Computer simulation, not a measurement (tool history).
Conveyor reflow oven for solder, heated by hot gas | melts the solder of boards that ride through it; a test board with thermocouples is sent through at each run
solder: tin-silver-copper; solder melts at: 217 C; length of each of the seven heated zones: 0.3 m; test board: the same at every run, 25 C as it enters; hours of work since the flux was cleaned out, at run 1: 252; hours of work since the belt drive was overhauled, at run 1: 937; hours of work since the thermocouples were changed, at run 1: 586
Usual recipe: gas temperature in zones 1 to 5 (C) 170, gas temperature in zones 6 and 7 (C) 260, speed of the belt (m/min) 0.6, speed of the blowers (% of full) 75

| run | day | gas temperature in zones 1 to 5 (C) | gas temperature in zones 6 and 7 (C) | speed of the belt (m/min) | speed of the blowers (% of full) | hours of work since the flux was cleaned out | hours of work since the belt drive was overhauled | hours of work since the thermocouples were changed | highest temperature of the board (C) | time above the solder's melting point (s) |
|---|---|---|---|---|---|---|---|---|---|---|
| 1 | 0 | 170 | 260 | 0.6 | 75 | 252 | 937 | 586 | 244.2 | 39.9 |
| 2 | 1.012 | 170 | 260 | 0.6 | 75 | 263 | 948 | 598 | 243.9 | 40.6 |
| 3 | 2.346 | 170 | 260 | 0.6 | 75 | 279 | 964 | 613 | 243.1 | 39.4 |
| 4 | 3.392 | 170 | 260 | 0.6 | 75 | 291 | 976 | 625 | 243.8 | 39.9 |
| 5 | 4.883 | 170 | 260 | 0.6 | 75 | 308 | 993 | 642 | 243.3 | 39.2 |
|  | 5.492 | flux residue cleaned out of gas plates and filters |
| 6 | 7.062 | 170 | 260 | 0.6 | 75 | 18 | 1015 | 665 | 245.9 | 42.5 |
| 7 | 9.429 | 158 | 260 | 0.6 | 75 | 45 | 1043 | 692 | 243.9 | 37.2 |
| 8 | 10.992 | 158 | 260 | 0.6 | 75 | 63 | 1061 | 710 | 244.5 | 36.7 |
| 9 | 13.204 | 158 | 260 | 0.6 | 75 | 89 | 1086 | 736 | 243.1 | 36.5 |
| 10 | 15.375 | 158 | 260 | 0.6 | 75 | 114 | 1111 | 761 | 243.7 | 36.8 |
| 11 | 16.954 | 158 | 260 | 0.6 | 75 | 132 | 1129 | 779 | 242.1 | 37.3 |
| 12 | 18.942 | 158 | 260 | 0.6 | 75 | 155 | 1152 | 802 | 241.9 | 37.2 |
| 13 | 20.671 | 170 | 260 | 0.48 | 75 | 175 | 1172 | 822 | 250.7 | 58.4 |
| 14 | 21.854 | 170 | 260 | 0.48 | 75 | 188 | 1186 | 835 | 249.9 | 57.5 |
| 15 | 24.196 | 170 | 272 | 0.48 | 80 | 215 | 1212 | 862 | 261.5 | 64.4 |
| 16 | 26.083 | 176 | 259 | 0.547 | 79 | 237 | 1234 | 884 | 247.1 | 49.9 |
| 17 | 28.017 | 176 | 259 | 0.547 | 79 | 259 | 1256 | 906 | 246.9 | 49 |
| 18 | 29.192 | 173 | 259 | 0.547 | 79 | 273 | 1270 | 920 | 246.2 | 47 |
| 19 | 31.254 | 169 | 259 | 0.547 | 81 | 296 | 1294 | 943 | 245.7 | 46.3 |

Run 20, settings as shown, results not yet in. Your forecast:
|  | 32.838 | flux residue cleaned out of gas plates and filters |
| 20 | 33.417 | 169 | 259 | 0.547 | 81 | 7 | 1316 | 966 | ? | ? |

Run 20 measured highest temperature of the board (C) 247.5, time above the solder's melting point (s) 48.4.
If the tool had no hidden condition, the same run with the same run-to-run variation would have returned highest temperature of the board (C) 248.8, time above the solder's melting point (s) 47.1.
